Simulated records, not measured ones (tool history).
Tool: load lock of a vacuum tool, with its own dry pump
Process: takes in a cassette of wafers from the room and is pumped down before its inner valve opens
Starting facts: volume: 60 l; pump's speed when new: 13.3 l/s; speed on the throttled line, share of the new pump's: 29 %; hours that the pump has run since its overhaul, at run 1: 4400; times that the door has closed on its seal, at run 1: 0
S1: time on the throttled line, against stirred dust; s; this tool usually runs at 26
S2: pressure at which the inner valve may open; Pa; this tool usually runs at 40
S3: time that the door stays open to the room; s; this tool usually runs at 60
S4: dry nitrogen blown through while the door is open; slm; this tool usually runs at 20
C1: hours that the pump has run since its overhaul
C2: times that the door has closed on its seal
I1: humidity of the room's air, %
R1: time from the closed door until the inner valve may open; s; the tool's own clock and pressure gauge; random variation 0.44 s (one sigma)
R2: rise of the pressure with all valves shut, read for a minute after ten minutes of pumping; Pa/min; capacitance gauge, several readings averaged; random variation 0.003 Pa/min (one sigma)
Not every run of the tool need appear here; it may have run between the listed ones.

| run | day | S1 | S2 | S3 | S4 | C1 | C2 | I1 | R1 | R2 |
|---|---|---|---|---|---|---|---|---|---|---|
| 1 | 0.000 | 26 | 40 | 60 | 20 | 4400 | 0 | 44.1 | 56.0 | 0.024 |
| 2 | 12.504 | 26 | 40 | 60 | 20 | 4700 | 1186 | 44.7 | 57.2 | 0.028 |
| 3 | 35.150 | 26 | 40 | 60 | 20 | 5244 | 3335 | 45.0 | 57.0 | 0.039 |
| 4 | 55.883 | 26 | 40 | 60 | 20 | 5741 | 5302 | 42.5 | 56.8 | 0.057 |
| 5 | 77.833 | 26 | 40 | 60 | 20 | 6268 | 7384 | 39.5 | 57.4 | 0.068 |
| 6 | 97.325 | 26 | 40 | 60 | 20 | 6736 | 9234 | 46.4 | 59.1 | 0.082 |
| 7 | 107.879 | 26 | 40 | 230 | 20 | 6989 | 10235 | 44.5 | 57.4 | 0.101 |
| 8 | 120.075 | 26 | 49 | 230 | 20 | 7282 | 11392 | 46.2 | 57.4 | 0.112 |
| 9 | 145.458 | 26 | 49 | 230 | 20 | 7891 | 13800 | 42.8 | 58.3 | 0.139 |
| 10 | 169.292 | 26 | 49 | 230 | 20 | 8463 | 16062 | 48.5 | 57.6 | 0.160 |
| 11 | 180.142 | 49 | 40 | 60 | 20 | 8724 | 17091 | 48.6 | 74.0 | 0.166 |
| 12 | 192.008 | 49 | 40 | 60 | 20 | 9008 | 18217 | 47.6 | 74.4 | 0.163 |
|  | 207.638 | dry pump taken out, an overhauled one fitted |
| 13 | 213.896 | 26 | 68 | 60 | 20 | 150 | 20270 | 41.8 | 51.5 | 0.197 |
| 14 | 236.012 | 26 | 68 | 60 | 10 | 681 | 22368 | 46.9 | 52.4 | 0.231 |
| 15 | 258.512 | 13 | 73 | 39 | 22 | 1221 | 24503 | 45.6 | 42.9 | 0.247 |
| 16 | 270.646 | 13 | 73 | 39 | 22 | 1512 | 25654 | 40.3 | 43.3 | 0.269 |
| 17 | 290.429 | 26 | 40 | 60 | 21 | 1987 | 27531 | 47.1 | 55.0 | 0.312 |
| 18 | 305.779 | 32 | 39 | 68 | 5 | 2355 | 28987 | 44.9 | 59.2 | 0.332 |
| 19 | 325.917 | 23 | 43 | 42 | 11 | 2839 | 30897 | 47.4 | 53.3 | 0.368 |
| 20 | 349.296 | 23 | 43 | 42 | 11 | 3400 | 33115 | 47.7 | 54.0 | 0.382 |
| 21 | 369.433 | 23 | 68 | 140 | 5 | 3883 | 35026 | 45.6 | 51.4 | 0.447 |
| 22 | 380.738 | 23 | 68 | 140 | 5 | 4154 | 36099 | 43.2 | 51.9 | 0.477 |
| 23 | 401.900 | 32 | 53 | 114 | 16 | 4662 | 38106 | 45.0 | 59.7 | 0.506 |
| 24 | 413.608 | 32 | 53 | 114 | 16 | 4943 | 39217 | 45.8 | 60.0 | 0.529 |
| 25 | 427.400 | 32 | 53 | 114 | 45 | 5274 | 40526 | 41.8 | 59.4 | 0.528 |
| 26 | 445.467 | 32 | 53 | 61 | 4 | 5708 | 42240 | 43.9 | 60.2 | 0.564 |
| 27 | 460.475 | 32 | 53 | 61 | 4 | 6068 | 43664 | 42.9 | 61.3 | 0.608 |
|  | 468.254 | door's seal changed, seat wiped |
| 28 | 481.604 | 32 | 53 | 61 | 4 | 6574 | 1266 | 45.9 | 61.5 | 0.031 |

Per-run results on a tool with no hidden state, each run keeping its own random variation:
The tool's hidden condition here consists of: pump's speed, % of a new pump's; leak at the door's seal, Pa l/s; drift of the gauge itself on ready_s, %; drift of the gauge itself on rise_pa_min, %.
| run | R1 | R2 |
|---|---|---|
| 1 | 53.8 | 0.023 |
| 2 | 54.9 | 0.022 |
| 3 | 54.3 | 0.021 |
| 4 | 53.8 | 0.028 |
| 5 | 54.0 | 0.024 |
| 6 | 55.4 | 0.026 |
| 7 | 53.6 | 0.038 |
| 8 | 53.5 | 0.040 |
| 9 | 54.0 | 0.041 |
| 10 | 53.0 | 0.037 |
| 11 | 70.2 | 0.029 |
| 12 | 70.4 | 0.019 |
| 13 | 51.4 | 0.023 |
| 14 | 52.1 | 0.030 |
| 15 | 42.2 | 0.018 |
| 16 | 42.4 | 0.023 |
| 17 | 53.9 | 0.028 |
| 18 | 57.9 | 0.030 |
| 19 | 51.7 | 0.033 |
| 20 | 52.1 | 0.023 |
| 21 | 49.2 | 0.042 |
| 22 | 49.6 | 0.044 |
| 23 | 57.4 | 0.030 |
| 24 | 57.4 | 0.036 |
| 25 | 56.7 | 0.015 |
| 26 | 57.3 | 0.026 |
| 27 | 58.1 | 0.027 |
| 28 | 58.1 | 0.026 |
